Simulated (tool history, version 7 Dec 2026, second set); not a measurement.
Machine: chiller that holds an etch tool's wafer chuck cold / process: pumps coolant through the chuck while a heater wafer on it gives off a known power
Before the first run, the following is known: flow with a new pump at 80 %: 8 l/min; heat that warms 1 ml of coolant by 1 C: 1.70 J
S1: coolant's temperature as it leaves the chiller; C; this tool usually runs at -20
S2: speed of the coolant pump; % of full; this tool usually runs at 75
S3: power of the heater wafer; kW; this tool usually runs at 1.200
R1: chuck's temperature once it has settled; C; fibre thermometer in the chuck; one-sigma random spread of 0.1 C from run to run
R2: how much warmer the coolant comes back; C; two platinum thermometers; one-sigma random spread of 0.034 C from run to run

run    hour   S1  S2     S3     R1    R2
  1     0.0  -20  75  1.200   -4.1  5.82
  2    41.6  -20  75  1.200   -4.0  5.80
  3    91.5  -20  75  1.200   -4.1  5.90
  4   129.5  -20  75  1.200   -4.0  5.88
  5   191.0  -14  75  1.200    2.1  5.84
  6   244.1  -20  65  1.200   -2.4  6.78
  7   315.1  -20  65  1.200   -2.4  6.76
  8   347.3  -20  65  1.200   -2.4  6.73
  9   383.7  -20  75  1.022   -6.2  4.98
 10   433.3  -20  75  1.022   -6.2  5.02
 11   497.0  -20  75  1.022   -6.3  5.01
 12   528.8  -20  75  1.022   -6.4  5.01
 13   585.2  -20  75  1.022   -6.0  4.98
 14   645.4  -20  75  1.022   -6.1  4.92
 15   691.0  -20  97  1.200   -6.4  4.51
 16   752.7  -20  97  1.200   -6.5  4.57
 17   823.5  -20  76  1.200   -3.8  5.82
 18   880.6  -30  76  1.200  -13.9  5.88
 19   932.5  -30  76  0.748  -19.8  3.66
 20   977.5  -16  78  1.263    0.9  5.92
 21  1051.0  -20  72  1.200   -3.2  6.16
 22  1093.4  -10  75  1.200    6.3  5.83
     1104.1  -- coolant pump overhauled
 23  1153.8  -20  68  1.316   -0.7  7.20
 24  1231.9  -19  75  1.200   -2.5  5.98
 25  1307.5  -11  86  1.200    4.2  5.25
 26  1371.0  -11  86  1.200    4.0  5.27
 27  1404.4  -22  86  1.563   -2.3  6.75
     1464.3  -- coolant pump overhauled, once more
 28  1465.6  -19  99  0.719  -10.8  2.55
 29  1498.5  -17  95  1.585    1.1  5.88
 30  1555.3  -22  75  1.542   -1.5  7.26
 31  1626.7  -30  89  1.069  -17.4  4.26
 32  1691.1  -30  89  1.069  -17.2  4.26

Forecast each of these 4 alternatives for the next run:
  A  1764.9  -22  84  0.911   ?   ?
  B  1764.9  -30  81  0.639   ?   ?
  C  1764.9  -19  89  1.069   ?   ?
  D  1764.9  -26  89  1.069   ?   ?

run     R1    R2
  A  -10.7  3.84
  B  -21.7  2.76
  C   -6.1  4.21
  D  -13.1  4.29
Take away the tool's hidden state, keep each run's random variation, and the runs would have read:
run     R1    R2
  A  -12.2  3.84
  B  -22.9  2.76
  C   -7.7  4.21
  D  -14.7  4.29

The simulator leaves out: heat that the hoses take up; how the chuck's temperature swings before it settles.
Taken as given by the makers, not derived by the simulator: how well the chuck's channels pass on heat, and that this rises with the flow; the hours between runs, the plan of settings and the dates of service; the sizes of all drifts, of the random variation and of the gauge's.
